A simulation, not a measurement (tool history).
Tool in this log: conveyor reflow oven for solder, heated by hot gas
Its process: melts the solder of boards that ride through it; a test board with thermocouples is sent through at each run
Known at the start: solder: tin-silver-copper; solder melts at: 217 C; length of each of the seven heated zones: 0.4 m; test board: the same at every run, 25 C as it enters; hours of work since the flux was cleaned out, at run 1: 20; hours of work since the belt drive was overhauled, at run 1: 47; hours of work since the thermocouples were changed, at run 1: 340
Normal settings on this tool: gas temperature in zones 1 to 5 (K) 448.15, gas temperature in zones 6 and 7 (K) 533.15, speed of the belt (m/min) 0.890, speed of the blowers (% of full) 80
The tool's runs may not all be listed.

run    day  gas temperature in zones 1 to 5 (K)  gas temperature in zones 6 and 7 (K)  speed of the belt (m/min)  speed of the blowers (% of full)  hours of work since the flux was cleaned out  hours of work since the belt drive was overhauled  hours of work since the thermocouples were changed  highest temperature of the board (K)  time above the solder's melting point (s)
  1  0.000                               448.15                                533.15                      0.890                                80                                            20                                                 47                                                 340                                522.85                                       40.6
  2  0.192                               448.15                                533.15                      0.890                                80                                            24                                                 51                                                 344                                523.15                                       41.3
  3  0.600                               444.15                                533.15                      0.890                                80                                            31                                                 58                                                 351                                522.65                                       39.7
  4  0.783                               444.15                                533.15                      0.890                                80                                            34                                                 61                                                 354                                522.35                                       39.8
  5  0.967                               444.15                                533.15                      0.890                                80                                            37                                                 64                                                 357                                522.15                                       39.4
  6  1.262                               444.15                                533.15                      0.890                                80                                            43                                                 70                                                 363                                522.35                                       39.6
  7  1.500                               444.15                                533.15                      0.890                                80                                            47                                                 74                                                 367                                522.25                                       39.8
  8  1.912                               444.15                                533.15                      0.890                                80                                            54                                                 81                                                 374                                522.25                                       39.8
  9  2.167                               444.15                                533.15                      0.890                                80                                            58                                                 86                                                 379                                522.45                                       39.2
 10  2.458                               444.15                                533.15                      0.890                                80                                            64                                                 91                                                 384                                522.45                                       39.4
 11  2.800                               444.15                                533.15                      0.890                                80                                            70                                                 97                                                 390                                522.85                                       39.1
 12  3.133                               444.15                                533.15                      0.890                                80                                            75                                                102                                                 395                                522.55                                       39.3
 13  3.417                               444.15                                533.15                      0.890                                80                                            80                                                107                                                 400                                522.05                                       38.9
 14  3.746                               444.15                                533.15                      0.890                                80                                            86                                                113                                                 406                                521.65                                       39.1
     3.950  -- belt drive overhauled, speed set with a stopwatch
 15  4.104                               448.15                                533.15                      0.890                                64                                            90                                                  3                                                 410                                519.85                                       37.8
 16  4.312                               440.15                                527.15                      0.890                                80                                            93                                                  6                                                 413                                516.55                                       35.1
 17  4.538                               440.15                                527.15                      0.890                                80                                            97                                                 10                                                 417                                516.55                                       35.0
     4.808  -- belt drive overhauled, speed set with a stopwatch, once more
 18  5.058                               440.15                                527.15                      0.890                                80                                           103                                                  4                                                 423                                515.95                                       34.7
 19  5.271                               459.15                                527.15                      0.793                                54                                           107                                                  8                                                 427                                516.55                                       45.0
 20  5.604                               435.15                                526.15                      0.793                                52                                           113                                                 14                                                 433                                511.95                                       33.1
 21  5.900                               435.15                                536.15                      0.793                                52                                           118                                                 19                                                 438                                519.95                                       39.4
 22  6.229                               461.15                                533.15                      0.890                                80                                           124                                                 25                                                 444                                523.95                                       44.2
 23  6.654                               461.15                                533.15                      0.890                                80                                           131                                                 32                                                 451                                523.45                                       44.7
 24  6.858                               448.15                                533.15                      0.816                                80                                           135                                                 36                                                 455                                523.85                                       45.5
 25  7.288                               448.15                                533.15                      0.816                                80                                           143                                                 43                                                 463                                524.15                                       45.4
 26  7.625                               440.15                                540.15                      0.711                                71                                           148                                                 49                                                 469                                531.65                                       54.2
 27  8.046                               448.15                                538.15                      1.033                                68                                           156                                                 57                                                 476                                519.45                                       32.0
 28  8.421                               448.15                                538.15                      1.033                                68                                           162                                                 63                                                 482                                519.85                                       32.2
 29  8.646                               443.15                                542.15                      0.736                                81                                           166                                                 67                                                 486                                533.65                                       54.0
 30  9.067                               459.15                                535.15                      0.890                                71                                           174                                                 75                                                 494                                523.85                                       43.0

How would selected steps in highest temperature of the board (K) from run to run divide? Give the signed amount a tool lacking its hidden state would still show from settings, what came in and random variation, and the signed amount left for the hidden state, including any gauge scatter that is not in both of the compared results.
The hidden state here: heat that the gas passes to the board, % of a clean oven's; belt's true speed, % of the reading; true gas temperature in zones 6 and 7 over the reading, C; drift of the gauge itself on peak_c, C; drift of the gauge itself on liquid_s, %.
Run 18 -> 19: gas temperature in zones 1 to 5 (K) 440.15 -> 459.15, speed of the belt (m/min) 0.890 -> 0.793, speed of the blowers (% of full) 80 -> 54. highest temperature of the board (K) +0.60: hidden state +0.40, all else +0.20.
Run 26 -> 27: gas temperature in zones 1 to 5 (K) 440.15 -> 448.15, gas temperature in zones 6 and 7 (K) 540.15 -> 538.15, speed of the belt (m/min) 0.711 -> 1.033, speed of the blowers (% of full) 71 -> 68. highest temperature of the board (K) -12.20: hidden state -0.50, all else -11.70.
Run 28 -> 29: gas temperature in zones 1 to 5 (K) 448.15 -> 443.15, gas temperature in zones 6 and 7 (K) 538.15 -> 542.15, speed of the belt (m/min) 1.033 -> 0.736, speed of the blowers (% of full) 68 -> 81. highest temperature of the board (K) +13.80: hidden state +0.40, all else +13.40.
Run 29 -> 30: gas temperature in zones 1 to 5 (K) 443.15 -> 459.15, gas temperature in zones 6 and 7 (K) 542.15 -> 535.15, speed of the belt (m/min) 0.736 -> 0.890, speed of the blowers (% of full) 81 -> 71. highest temperature of the board (K) -9.80: hidden state +0.00, all else -9.80.
